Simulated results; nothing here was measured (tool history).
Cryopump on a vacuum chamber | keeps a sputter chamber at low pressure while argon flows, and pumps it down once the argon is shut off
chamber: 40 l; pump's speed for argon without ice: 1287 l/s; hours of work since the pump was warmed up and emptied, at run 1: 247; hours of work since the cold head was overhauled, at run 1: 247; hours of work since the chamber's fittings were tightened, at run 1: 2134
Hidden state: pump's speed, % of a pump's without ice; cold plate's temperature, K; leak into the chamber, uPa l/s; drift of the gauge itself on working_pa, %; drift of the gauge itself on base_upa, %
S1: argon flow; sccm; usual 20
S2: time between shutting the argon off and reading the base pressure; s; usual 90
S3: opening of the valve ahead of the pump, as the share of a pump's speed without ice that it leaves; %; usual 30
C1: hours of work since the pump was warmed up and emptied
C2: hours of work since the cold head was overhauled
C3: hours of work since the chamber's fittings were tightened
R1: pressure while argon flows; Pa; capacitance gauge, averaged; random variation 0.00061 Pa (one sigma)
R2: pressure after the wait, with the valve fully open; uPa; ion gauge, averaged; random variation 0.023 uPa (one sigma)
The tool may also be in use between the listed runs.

run	hour	S1	S2	S3	C1	C2	C3	R1	R2
1	0.0	20	90	30	247	247	2134	0.0896	1.92
2	14.8	20	90	30	258	258	2145	0.0903	1.96
3	24.6	20	90	30	265	265	2152	0.0899	1.94
4	35.3	20	90	38	273	273	2160	0.0716	1.94
5	45.0	20	90	28	281	281	2167	0.0971	1.97
6	61.2	20	90	28	292	292	2179	0.0971	1.95
7	77.6	20	90	28	305	305	2191	0.0960	1.91
8	88.8	20	90	28	313	313	2200	0.0958	2.01
9	102.1	39	297	42	323	323	2210	0.1285	1.57
10	114.3	9	153	17	332	332	2219	0.0712	1.77
11	133.9	21	31	45	346	346	2233	0.0652	3.05
12	146.9	38	262	15	356	356	2243	0.3380	1.66
13	168.2	38	262	15	372	372	2258	0.3393	1.70
14	184.2	19	90	30	383	383	2270	0.0876	2.04
15	200.4	9	28	30	395	395	2282	0.0408	3.11
16	212.1	18	175	30	404	404	2291	0.0830	1.78

4 ways to go on from here, each from the tool as it stands after run 16. What would each give?
A	230.6	20	90	31	418	418	2305	?	?
B	230.6	20	90	31	418	418	2305	?	?
C	230.6	29	90	16	418	418	2305	?	?
D	230.6	36	20	30	418	418	2305	?	?

run	R1	R2
A	0.0879	2.04
B	0.0875	2.06
C	0.2417	2.07
D	0.1646	3.99
Without the tool's hidden state the same runs would have given:
run	R1	R2
A	0.0842	0.76
B	0.0838	0.78
C	0.2364	0.78
D	0.1580	2.68

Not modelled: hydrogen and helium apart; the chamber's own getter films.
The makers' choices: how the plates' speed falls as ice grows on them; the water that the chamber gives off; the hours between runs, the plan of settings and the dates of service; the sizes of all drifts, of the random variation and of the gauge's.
